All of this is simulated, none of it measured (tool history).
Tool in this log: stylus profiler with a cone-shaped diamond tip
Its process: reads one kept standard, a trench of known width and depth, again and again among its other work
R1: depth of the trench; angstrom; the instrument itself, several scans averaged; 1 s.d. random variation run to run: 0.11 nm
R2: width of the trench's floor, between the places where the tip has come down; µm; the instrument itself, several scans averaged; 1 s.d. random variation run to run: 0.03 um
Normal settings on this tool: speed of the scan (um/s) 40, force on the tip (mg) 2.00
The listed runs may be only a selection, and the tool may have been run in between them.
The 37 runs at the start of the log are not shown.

Run 38, hour 1318.4: usual settings but speed of the scan (um/s) 11, force on the tip (mg) 0.67. Result: R1 2011.1 angstrom, R2 47.58 µm.
Run 39, hour 1354.0: usual settings but speed of the scan (um/s) 17, force on the tip (mg) 5.40. Result: R1 2049.9 angstrom, R2 47.54 µm.
Run 40, hour 1406.3: usual settings but speed of the scan (um/s) 17, force on the tip (mg) 5.40. Result: R1 2049.3 angstrom, R2 47.48 µm.
Run 41, hour 1442.3: usual settings but speed of the scan (um/s) 17, force on the tip (mg) 5.40. Result: R1 2048.5 angstrom, R2 47.42 µm.
Run 42, hour 1478.7: usual settings but speed of the scan (um/s) 34, force on the tip (mg) 0.78. Result: R1 2009.9 angstrom, R2 47.34 µm.
Run 43, hour 1505.4: usual settings but speed of the scan (um/s) 67. Result: R1 2023.3 angstrom, R2 47.27 µm.
Run 44, hour 1527.9: usual settings but speed of the scan (um/s) 17, force on the tip (mg) 4.83. Result: R1 2044.5 angstrom, R2 47.40 µm.
Run 45, hour 1558.6: usual settings but speed of the scan (um/s) 116, force on the tip (mg) 1.86. Result: R1 2020.0 angstrom, R2 47.11 µm.
Run 46, hour 1588.4: usual settings but speed of the scan (um/s) 75, force on the tip (mg) 3.54. Result: R1 2031.9 angstrom, R2 47.25 µm.

Forecast each of these 3 alternatives for the next run:
Run A, hour 1629.8: usual settings but speed of the scan (um/s) 23, force on the tip (mg) 1.62. Result: R1 ?, R2 ?.
Run B, hour 1629.8: usual settings but speed of the scan (um/s) 25, force on the tip (mg) 4.00. Result: R1 ?, R2 ?.
Run C, hour 1629.8: usual settings but speed of the scan (um/s) 20, force on the tip (mg) 3.54. Result: R1 ?, R2 ?.

run      R1     R2
  A  2017.5  47.24
  B  2037.8  47.33
  C  2032.0  47.31
Take away the tool's hidden state, keep each run's random variation, and the runs would have read:
run      R1     R2
  A  2023.5  47.93
  B  2043.9  48.02
  C  2038.1  48.00
